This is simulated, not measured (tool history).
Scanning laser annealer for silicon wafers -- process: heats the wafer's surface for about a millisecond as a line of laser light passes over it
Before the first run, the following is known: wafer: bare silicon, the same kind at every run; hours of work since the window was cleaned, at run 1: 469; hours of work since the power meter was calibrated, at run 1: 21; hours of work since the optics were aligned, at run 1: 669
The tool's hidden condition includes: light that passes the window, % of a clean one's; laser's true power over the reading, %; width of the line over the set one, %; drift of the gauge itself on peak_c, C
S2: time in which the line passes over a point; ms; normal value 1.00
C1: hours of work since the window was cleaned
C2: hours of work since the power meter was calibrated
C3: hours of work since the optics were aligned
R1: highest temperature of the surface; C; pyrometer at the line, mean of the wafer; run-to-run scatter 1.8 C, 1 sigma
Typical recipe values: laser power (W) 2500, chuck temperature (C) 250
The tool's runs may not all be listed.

Run 1, day 0.000: usual settings; C1 469; C2 21; C3 669. Result: R1 928 C.
Run 2, day 0.254: usual settings; C1 472; C2 24; C3 672. Result: R1 926 C.
Run 3, day 0.617: usual settings; C1 476; C2 28; C3 676. Result: R1 925 C.
Run 4, day 1.004: usual settings; C1 481; C2 33; C3 681. Result: R1 923 C.
Run 5, day 1.204: usual settings; C1 483; C2 35; C3 683. Result: R1 927 C.
Run 6, day 1.642: usual settings; C1 488; C2 40; C3 688. Result: R1 925 C.
Run 7, day 1.900: usual settings; C1 491; C2 43; C3 691. Result: R1 925 C.
Run 8, day 2.167: usual settings; C1 494; C2 47; C3 694. Result: R1 922 C.
Run 9, day 2.504: usual settings; C1 498; C2 50; C3 698. Result: R1 922 C.
At day 3.083: optics aligned, line set to its width.
Run 10, day 3.158: usual settings; C1 503; C2 56; C3 1. Result: R1 930 C.
Run 11, day 3.558: usual settings; C1 508; C2 60; C3 6. Result: R1 932 C.
Run 12, day 4.004: usual settings; C1 513; C2 66; C3 11. Result: R1 929 C.
Run 13, day 4.462: usual settings but laser power (W) 2153; C1 519; C2 71; C3 16. Result: R1 827 C.
Run 14, day 4.858: usual settings but chuck temperature (C) 280; C1 523; C2 76; C3 21. Result: R1 963 C.
Run 15, day 5.271: usual settings but chuck temperature (C) 280; C1 528; C2 80; C3 26. Result: R1 962 C.
At day 5.688: window over the wafer cleaned.
Run 16, day 5.738: usual settings; C1 1; C2 85; C3 30. Result: R1 922 C.
Run 17, day 5.954: usual settings but S2 0.98 ms; C1 3; C2 87; C3 33. Result: R1 917 C.
Run 18, day 6.196: usual settings but chuck temperature (C) 230; C1 6; C2 90; C3 35. Result: R1 906 C.
Run 19, day 6.400: usual settings but chuck temperature (C) 230; C1 8; C2 93; C3 38. Result: R1 903 C.
Run 20, day 6.612: usual settings but chuck temperature (C) 230; C1 11; C2 95; C3 40. Result: R1 902 C.
Run 21, day 6.812: usual settings but chuck temperature (C) 230; C1 13; C2 97; C3 43. Result: R1 902 C.
Run 22, day 7.183: usual settings but laser power (W) 2267, chuck temperature (C) 270; C1 17; C2 102; C3 47. Result: R1 870 C.
Run 23, day 7.554: usual settings but laser power (W) 2267, chuck temperature (C) 270; C1 22; C2 106; C3 51. Result: R1 872 C.
Run 24, day 7.942: usual settings but laser power (W) 2450, chuck temperature (C) 233; C1 26; C2 111; C3 56. Result: R1 887 C.
Run 25, day 8.312: usual settings but laser power (W) 2637, S2 0.98 ms, chuck temperature (C) 253; C1 31; C2 115; C3 60. Result: R1 962 C.
At day 8.429: window over the wafer cleaned, once more.
Run 26, day 8.829: usual settings but laser power (W) 2637, S2 1.19 ms, chuck temperature (C) 259; C1 5; C2 120; C3 65. Result: R1 1087 C.
Run 27, day 9.112: usual settings but S2 0.77 ms; C1 8; C2 123; C3 68. Result: R1 888 C.
Run 28, day 9.508: usual settings but S2 0.80 ms; C1 13; C2 128; C3 73. Result: R1 901 C.
Run 29, day 9.888: usual settings but S2 0.80 ms; C1 17; C2 132; C3 77. Result: R1 900 C.
Run 30, day 10.238: usual settings but laser power (W) 2265, S2 0.94 ms, chuck temperature (C) 273; C1 21; C2 136; C3 82. Result: R1 893 C.
Run 31, day 10.679: usual settings but laser power (W) 2658, S2 0.96 ms, chuck temperature (C) 235; C1 26; C2 142; C3 87. Result: R1 992 C.
Run 32, day 11.054: usual settings but laser power (W) 2401, S2 1.21 ms, chuck temperature (C) 274; C1 31; C2 146; C3 91. Result: R1 1019 C.
Run 33, day 11.367: usual settings but S2 1.11 ms; C1 34; C2 150; C3 95. Result: R1 1000 C.
Run 34, day 11.688: usual settings but laser power (W) 2353, S2 0.88 ms, chuck temperature (C) 256; C1 38; C2 153; C3 98. Result: R1 887 C.
Run 35, day 11.929: usual settings but laser power (W) 2537, S2 0.88 ms, chuck temperature (C) 256; C1 41; C2 156; C3 101. Result: R1 944 C.
Run 36, day 12.354: usual settings but laser power (W) 2537, S2 0.88 ms, chuck temperature (C) 256; C1 46; C2 161; C3 106. Result: R1 945 C.

What will run 37 give?
Run 37, day 12.625: usual settings but laser power (W) 2543, S2 0.91 ms, chuck temperature (C) 252; C1 49; C2 164; C3 109. Result: R1 ?.

R1: 952 C
Take away the tool's hidden state, keep the run-to-run variation as it was, and the same run would have given R1 957 C.

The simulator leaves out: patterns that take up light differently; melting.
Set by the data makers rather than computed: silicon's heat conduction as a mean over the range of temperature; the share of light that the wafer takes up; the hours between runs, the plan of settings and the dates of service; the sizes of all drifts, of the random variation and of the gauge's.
